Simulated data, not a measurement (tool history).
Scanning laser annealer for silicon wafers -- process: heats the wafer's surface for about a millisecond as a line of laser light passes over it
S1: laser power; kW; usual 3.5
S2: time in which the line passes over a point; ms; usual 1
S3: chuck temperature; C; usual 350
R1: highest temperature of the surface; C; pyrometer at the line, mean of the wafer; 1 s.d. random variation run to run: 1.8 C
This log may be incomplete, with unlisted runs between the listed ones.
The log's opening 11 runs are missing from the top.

Run 12, hour 347.6: usual settings but S3 387 C. Result: R1 1117 C.
Run 13, hour 365.1: usual settings but S2 0.81 ms. Result: R1 1015 C.
Run 14, hour 396: usual settings but S2 0.78 ms. Result: R1 1006 C.
Run 15, hour 414.8: usual settings but S2 0.78 ms. Result: R1 1004 C.
Run 16, hour 441.3: usual settings but S2 0.78 ms. Result: R1 1005 C.
Run 17, hour 467: usual settings but S2 0.78 ms. Result: R1 1004 C.
Run 18, hour 492.6: usual settings but S1 3.423 kW, S2 1.18 ms, S3 345 C. Result: R1 1114 C.
Run 19, hour 528.4: usual settings but S1 3.423 kW, S2 1.18 ms, S3 345 C. Result: R1 1108 C.
Run 20, hour 562.6: usual settings but S1 3.733 kW, S2 0.77 ms. Result: R1 1057 C.
Run 21, hour 594.9: usual settings but S1 3.403 kW, S2 0.84 ms, S3 357 C. Result: R1 1010 C.
Run 22, hour 622.8: usual settings but S2 1.14 ms, S3 345 C. Result: R1 1120 C.
Run 23, hour 643.5: usual settings but S1 3.078 kW, S2 1.02 ms, S3 356 C. Result: R1 985 C.
Run 24, hour 659.8: usual settings but S1 3.078 kW, S2 1.02 ms, S3 356 C. Result: R1 988 C.
Run 25, hour 689.6: usual settings but S1 3.214 kW, S2 0.82 ms, S3 322 C. Result: R1 923 C.
Run 26, hour 711.3: usual settings but S1 3.547 kW, S2 0.81 ms, S3 314 C. Result: R1 990 C.
Run 27, hour 731.3: usual settings but S1 3.808 kW, S2 1.06 ms, S3 326 C. Result: R1 1159 C.
Run 28, hour 762.7: usual settings but S1 3.808 kW, S2 1.06 ms, S3 326 C. Result: R1 1161 C.
Run 29, hour 787.4: usual settings but S1 3.039 kW, S2 0.77 ms, S3 342 C. Result: R1 885 C.
Run 30, hour 811.5: usual settings but S1 3.039 kW, S2 0.77 ms, S3 342 C. Result: R1 886 C.
Run 31, hour 836.5: usual settings but S1 3.808 kW, S2 0.86 ms, S3 342 C. Result: R1 1102 C.

Below are 3 alternative next runs, each starting from the tool's condition after run 31. Predict each:
Run A, hour 873.9: usual settings but S1 3.044 kW, S3 320 C. Result: R1 ?.
Run B, hour 873.9: usual settings but S1 3.713 kW, S2 0.78 ms, S3 384 C. Result: R1 ?.
Run C, hour 873.9: usual settings but S1 3.456 kW, S2 0.8 ms. Result: R1 ?.

run    R1
  A   934
  B  1085
  C  1003
Without the tool's hidden state the same runs would have given:
run    R1
  A   935
  B  1086
  C  1004

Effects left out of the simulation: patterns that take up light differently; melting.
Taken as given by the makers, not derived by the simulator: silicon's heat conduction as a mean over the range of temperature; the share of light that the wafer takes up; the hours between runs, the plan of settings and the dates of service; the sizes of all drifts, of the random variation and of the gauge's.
